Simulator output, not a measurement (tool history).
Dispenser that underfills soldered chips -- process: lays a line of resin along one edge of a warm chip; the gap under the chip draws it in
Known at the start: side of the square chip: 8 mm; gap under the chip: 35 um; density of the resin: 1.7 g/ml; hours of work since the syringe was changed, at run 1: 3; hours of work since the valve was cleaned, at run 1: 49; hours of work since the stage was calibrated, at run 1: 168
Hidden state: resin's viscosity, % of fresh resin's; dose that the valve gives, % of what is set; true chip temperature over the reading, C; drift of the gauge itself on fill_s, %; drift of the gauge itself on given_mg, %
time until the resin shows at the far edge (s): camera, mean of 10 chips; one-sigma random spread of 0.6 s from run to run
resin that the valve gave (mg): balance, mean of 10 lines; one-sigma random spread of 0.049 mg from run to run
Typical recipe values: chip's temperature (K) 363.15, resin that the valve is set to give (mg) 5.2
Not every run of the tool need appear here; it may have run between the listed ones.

run,day,chip's temperature (K),resin that the valve is set to give (mg),hours of work since the syringe was changed,hours of work since the valve was cleaned,hours of work since the stage was calibrated,time until the resin shows at the far edge (s),resin that the valve gave (mg)
1,0,363.15,5.2,3,49,168,64.3,5.02
# day 0.125: new syringe of resin
2,0.25,363.15,5.2,2,54,172,62.3,5.03
# day 0.442: new syringe of resin
3,0.525,375.15,5.2,1,58,177,40,4.98
4,0.733,372.15,5.2,5,62,180,57.4,4.9
# day 0.762: new syringe of resin
5,1.012,363.15,4.41,4,67,185,78.3,4.16
# day 1.075: new syringe of resin
# day 1.392: new syringe of resin
6,1.4,363.15,5.2,0,73,192,50.7,4.89
7,1.588,370.15,5.2,4,77,195,53,4.79
# day 1.712: new syringe of resin
8,1.958,370.15,5.2,4,83,201,56,4.84
# day 2.029: new syringe of resin
9,2.25,370.15,6.13,4,88,206,52.7,5.59
# day 2.342: new syringe of resin
10,2.454,363.15,5.2,2,92,210,59.3,4.79
11,2.604,363.15,5.2,5,94,213,74.5,4.81
# day 2.662: new syringe of resin
12,2.808,363.15,5.51,3,98,216,62,5.07
# day 2.975: new syringe of resin
13,3.092,363.15,5.2,2,102,221,59.5,4.71
# day 3.3: new syringe of resin
14,3.35,363.15,5.2,1,107,225,54.6,4.73
# day 3.608: new syringe of resin
15,3.617,363.15,5.2,0,111,230,50.8,4.64
16,3.8,349.15,5.2,3,115,233,104.5,4.62
# day 3.946: new syringe of resin
17,3.983,363.15,4.43,1,118,236,59.1,4.06
# day 4.117: dispensing valve cleaned and set on the balance
# day 4.317: new syringe of resin
18,4.346,359.15,5.2,0,4,242,59.4,5.19
19,4.592,359.15,5.2,5,8,246,81,5.13
# day 4.633: new syringe of resin
20,4.767,365.15,6.73,2,11,249,53,6.65
# day 4.958: new syringe of resin
21,5.129,356.15,5.16,3,17,255,77,5.11
# day 5.275: new syringe of resin
22,5.504,348.15,5.2,4,24,262,112,5.09
# day 5.596: new syringe of resin
23,5.883,374.15,6.06,5,30,268,52.8,5.89
# day 5.929: new syringe of resin
24,6.125,360.15,5.74,4,35,272,69.7,5.48
# day 6.25: new syringe of resin
25,6.304,376.15,5.65,1,38,275,34.8,5.54
26,6.492,376.15,5.65,4,41,279,46.9,5.44
# day 6.562: new syringe of resin
27,6.75,373.15,5.25,3,45,283,47.9,5.09
# day 6.875: new syringe of resin
28,7.075,364.15,4.49,4,51,289,67.8,4.33
# day 7.204: new syringe of resin
29,7.45,354.15,5.18,4,57,295,92.5,4.96
# day 7.512: new syringe of resin
30,7.775,377.15,4.83,5,63,301,48.3,4.51
# day 7.821: new syringe of resin
# day 8.142: new syringe of resin
31,8.158,362.15,4.61,0,69,307,56,4.39
32,8.338,355.15,4.59,3,73,310,86.3,4.26
# day 8.471: new syringe of resin
33,8.517,354.15,5.79,1,76,313,69.6,5.37
34,8.758,353.15,4.88,5,80,318,108.3,4.46
# day 8.792: new syringe of resin
# day 9.104: new syringe of resin
35,9.146,353.15,4.88,1,86,324,74.7,4.52

Each row is a separate what-if for the run after 35, all from the same tool condition, not one after another. Results?
# day 9.433: new syringe of resin
A,9.488,356.15,6.7,1,92,330,?,?
# day 9.433: new syringe of resin
B,9.488,353.15,4.81,1,92,330,?,?
# day 9.433: new syringe of resin
C,9.488,363.15,5.02,1,92,330,?,?

run,time until the resin shows at the far edge (s),resin that the valve gave (mg)
A,62.7,6.09
B,76.2,4.44
C,54.2,4.64
Without the tool's hidden state the same runs would have given:
run,time until the resin shows at the far edge (s),resin that the valve gave (mg)
A,61.8,6.64
B,73.3,4.84
C,52.3,5.05
